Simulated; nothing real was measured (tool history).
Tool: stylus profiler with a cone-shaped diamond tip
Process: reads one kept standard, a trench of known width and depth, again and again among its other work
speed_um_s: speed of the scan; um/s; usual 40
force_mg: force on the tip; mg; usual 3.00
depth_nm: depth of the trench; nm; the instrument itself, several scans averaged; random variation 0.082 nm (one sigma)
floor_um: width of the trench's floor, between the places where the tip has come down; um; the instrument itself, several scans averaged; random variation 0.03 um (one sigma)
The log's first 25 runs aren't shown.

run,hour,speed_um_s,force_mg,depth_nm,floor_um
26,679.9,35,3.00,505.96,94.93
27,707.7,35,3.00,506.06,95.02
28,742.8,68,3.26,506.48,94.91
29,779.2,104,2.76,505.50,94.80
# hour 781.6: height scale calibrated on a step standard
30,797.5,104,2.76,505.25,94.77
31,823.5,61,1.67,503.28,94.83
32,843.2,61,1.25,502.40,94.75
# hour 851.9: height scale calibrated on a step standard, once more
33,865.6,125,2.16,505.63,94.63
34,891.7,19,1.50,504.47,94.93
35,913.5,19,1.50,504.35,94.91
36,933.7,10,8.37,514.18,94.91
37,952.0,26,2.85,506.80,94.92
38,979.0,113,1.89,505.10,94.56
39,1001.1,119,6.83,512.47,94.79
40,1040.4,119,6.83,512.45,94.75
41,1056.5,13,2.89,506.97,94.98
42,1090.5,40,3.69,508.09,94.84
43,1107.2,40,4.75,509.66,94.86
44,1127.9,25,1.90,505.19,94.86
45,1164.4,26,3.69,507.87,94.87

3 ways to go on from here, each from the tool as it stands after run 45. What would each give?
A,1183.4,26,1.53,?,?
B,1183.4,54,3.00,?,?
C,1183.4,26,1.57,?,?

run,depth_nm,floor_um
A,504.45,94.81
B,507.06,94.75
C,504.27,94.78
Without the tool's hidden state the same runs would have given:
run,depth_nm,floor_um
A,504.78,95.54
B,507.40,95.48
C,504.60,95.51
